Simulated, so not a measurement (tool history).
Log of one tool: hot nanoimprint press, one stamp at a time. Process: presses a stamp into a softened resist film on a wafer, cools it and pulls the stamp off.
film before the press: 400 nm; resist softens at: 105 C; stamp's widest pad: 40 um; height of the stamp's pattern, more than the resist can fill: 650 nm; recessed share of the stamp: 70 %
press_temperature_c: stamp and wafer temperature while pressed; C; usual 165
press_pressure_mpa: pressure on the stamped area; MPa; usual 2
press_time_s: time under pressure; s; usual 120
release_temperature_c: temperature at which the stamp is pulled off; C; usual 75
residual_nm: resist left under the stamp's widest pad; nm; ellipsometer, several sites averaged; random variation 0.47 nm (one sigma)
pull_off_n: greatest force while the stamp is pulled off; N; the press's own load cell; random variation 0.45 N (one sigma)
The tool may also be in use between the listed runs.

run 1 hour=0 | press_temperature_c=165 press_pressure_mpa=2 press_time_s=120 release_temperature_c=75 | residual_nm=185.2 pull_off_n=144.1
run 2 hour=34.6 | press_temperature_c=165 press_pressure_mpa=2 press_time_s=120 release_temperature_c=75 | residual_nm=184.5 pull_off_n=144.9
run 3 hour=58.7 | press_temperature_c=165 press_pressure_mpa=2 press_time_s=120 release_temperature_c=75 | residual_nm=183.9 pull_off_n=147.1
run 4 hour=89 | press_temperature_c=165 press_pressure_mpa=2 press_time_s=120 release_temperature_c=76 | residual_nm=184 pull_off_n=145.7
-- hour=115.9 stamp cleaned and given a new release coat
run 5 hour=126.4 | press_temperature_c=165 press_pressure_mpa=2 press_time_s=120 release_temperature_c=75 | residual_nm=182.5 pull_off_n=142.5
run 6 hour=151.3 | press_temperature_c=165 press_pressure_mpa=2 press_time_s=124 release_temperature_c=75 | residual_nm=180.3 pull_off_n=144.1
run 7 hour=175.1 | press_temperature_c=174 press_pressure_mpa=2 press_time_s=120 release_temperature_c=75 | residual_nm=113.8 pull_off_n=145.5
run 8 hour=197.4 | press_temperature_c=165 press_pressure_mpa=2 press_time_s=120 release_temperature_c=75 | residual_nm=182.3 pull_off_n=146.5
run 9 hour=225.7 | press_temperature_c=165 press_pressure_mpa=2 press_time_s=120 release_temperature_c=75 | residual_nm=180.8 pull_off_n=147.9
-- hour=258.2 stamp cleaned and given a new release coat
run 10 hour=265.3 | press_temperature_c=165 press_pressure_mpa=2 press_time_s=120 release_temperature_c=68 | residual_nm=181.4 pull_off_n=164.8
run 11 hour=305.6 | press_temperature_c=165 press_pressure_mpa=2 press_time_s=120 release_temperature_c=68 | residual_nm=180.7 pull_off_n=168.9
run 12 hour=341.7 | press_temperature_c=165 press_pressure_mpa=2 press_time_s=120 release_temperature_c=68 | residual_nm=179.8 pull_off_n=169.8
-- hour=346.9 plate thermocouple calibrated
run 13 hour=362.8 | press_temperature_c=165 press_pressure_mpa=2 press_time_s=120 release_temperature_c=68 | residual_nm=176.5 pull_off_n=170.6
run 14 hour=384.6 | press_temperature_c=160 press_pressure_mpa=2 press_time_s=120 release_temperature_c=83 | residual_nm=228.6 pull_off_n=117.4
-- hour=400.9 stamp cleaned and given a new release coat
run 15 hour=414.1 | press_temperature_c=160 press_pressure_mpa=2 press_time_s=120 release_temperature_c=83 | residual_nm=228.1 pull_off_n=112.5
-- hour=431.7 plate thermocouple calibrated, once more
run 16 hour=451.5 | press_temperature_c=160 press_pressure_mpa=2 press_time_s=120 release_temperature_c=83 | residual_nm=246.3 pull_off_n=119.5
run 17 hour=479.5 | press_temperature_c=160 press_pressure_mpa=2 press_time_s=120 release_temperature_c=83 | residual_nm=245.4 pull_off_n=120.9
run 18 hour=518.9 | press_temperature_c=160 press_pressure_mpa=2 press_time_s=120 release_temperature_c=83 | residual_nm=244.1 pull_off_n=122.3
-- hour=544.2 stamp cleaned and given a new release coat
run 19 hour=552.6 | press_temperature_c=158 press_pressure_mpa=1.72 press_time_s=86 release_temperature_c=68 | residual_nm=301.5 pull_off_n=168.7
run 20 hour=576 | press_temperature_c=155 press_pressure_mpa=1.68 press_time_s=67 release_temperature_c=64 | residual_nm=343.4 pull_off_n=183.7
run 21 hour=594.2 | press_temperature_c=162 press_pressure_mpa=1.58 press_time_s=201 release_temperature_c=64 | residual_nm=206.8 pull_off_n=184.9
run 22 hour=618 | press_temperature_c=162 press_pressure_mpa=1.58 press_time_s=201 release_temperature_c=64 | residual_nm=205.8 pull_off_n=185.7

Forecast each of these 4 alternatives for the next run:
run A hour=635.9 | press_temperature_c=165 press_pressure_mpa=2.51 press_time_s=83 release_temperature_c=65 | residual_nm=? pull_off_n=?
run B hour=635.9 | press_temperature_c=165 press_pressure_mpa=2.26 press_time_s=63 release_temperature_c=80 | residual_nm=? pull_off_n=?
run C hour=635.9 | press_temperature_c=165 press_pressure_mpa=2.21 press_time_s=160 release_temperature_c=75 | residual_nm=? pull_off_n=?
run D hour=635.9 | press_temperature_c=162 press_pressure_mpa=1.58 press_time_s=61 release_temperature_c=64 | residual_nm=? pull_off_n=?

run=A residual_nm=193.4 pull_off_n=184.7
run=B residual_nm=221.2 pull_off_n=130.6
run=C residual_nm=162.5 pull_off_n=147.9
run=D residual_nm=287.7 pull_off_n=187.9
Without the tool's hidden state the same runs would have given:
run=A residual_nm=187.7 pull_off_n=178.7
run=B residual_nm=215.9 pull_off_n=126.5
run=C residual_nm=158.2 pull_off_n=143.2
run=D residual_nm=284.9 pull_off_n=181.8
